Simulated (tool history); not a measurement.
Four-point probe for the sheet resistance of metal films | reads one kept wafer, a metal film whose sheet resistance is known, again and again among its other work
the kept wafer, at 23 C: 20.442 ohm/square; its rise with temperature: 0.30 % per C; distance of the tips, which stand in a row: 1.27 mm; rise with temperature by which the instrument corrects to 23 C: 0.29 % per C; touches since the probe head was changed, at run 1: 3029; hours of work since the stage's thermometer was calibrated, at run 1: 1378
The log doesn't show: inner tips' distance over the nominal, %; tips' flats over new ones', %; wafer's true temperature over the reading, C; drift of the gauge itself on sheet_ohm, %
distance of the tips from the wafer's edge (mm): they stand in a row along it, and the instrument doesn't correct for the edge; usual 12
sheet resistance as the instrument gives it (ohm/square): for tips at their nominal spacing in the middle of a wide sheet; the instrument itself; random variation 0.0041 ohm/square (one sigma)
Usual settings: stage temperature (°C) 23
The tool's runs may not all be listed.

run	hour	stage temperature (°C)	distance of the tips from the wafer's edge (mm)	touches since the probe head was changed	hours of work since the stage's thermometer was calibrated	sheet resistance as the instrument gives it (ohm/square)
1	0.0	23	12	3029	1378	20.561999
2	13.9	23	12	3595	1388	20.551747
3	26.9	23	12	4126	1398	20.567650
4	41.0	23	12	4701	1408	20.565497
5	54.7	23	12	5261	1418	20.565644
6	71.1	23	12	5929	1430	20.563058
7	81.7	30	12	6363	1438	20.581593
8	89.6	30	12	6684	1444	20.580607
9	99.2	30	12	7078	1451	20.584039
10	113.2	23	28	7649	1461	20.462413
11	125.6	23	28	8153	1470	20.458183
12	135.4	18	28	8554	1477	20.449038
13	149.9	26	28	9147	1488	20.469167
14	168.1	29	4	9890	1501	21.505043
15	179.4	26	26	10350	1510	20.468611
16	189.6	26	26	10767	1517	20.470676
17	200.3	31	12	11203	1525	20.581258
18	218.9	31	12	11964	1539	20.592759
19	226.9	31	12	12290	1545	20.583531
20	237.5	31	4	12721	1552	21.514335
21	252.8	31	4	13347	1564	21.509606
22	260.8	31	23	13672	1570	20.496809
23	276.3	33	5	14307	1581	21.159350
# hour 285.4: stage's thermometer calibrated
24	293.0	28	53	14965	6	20.459307
25	304.3	22	40	15427	14	20.447668

How the hidden state differs across the entries between the runs, from the last listed run before each to the first after it:
Between runs 23 and 24: stage's thermometer calibrated (hour 285.4)
  no hidden state differs between the two runs
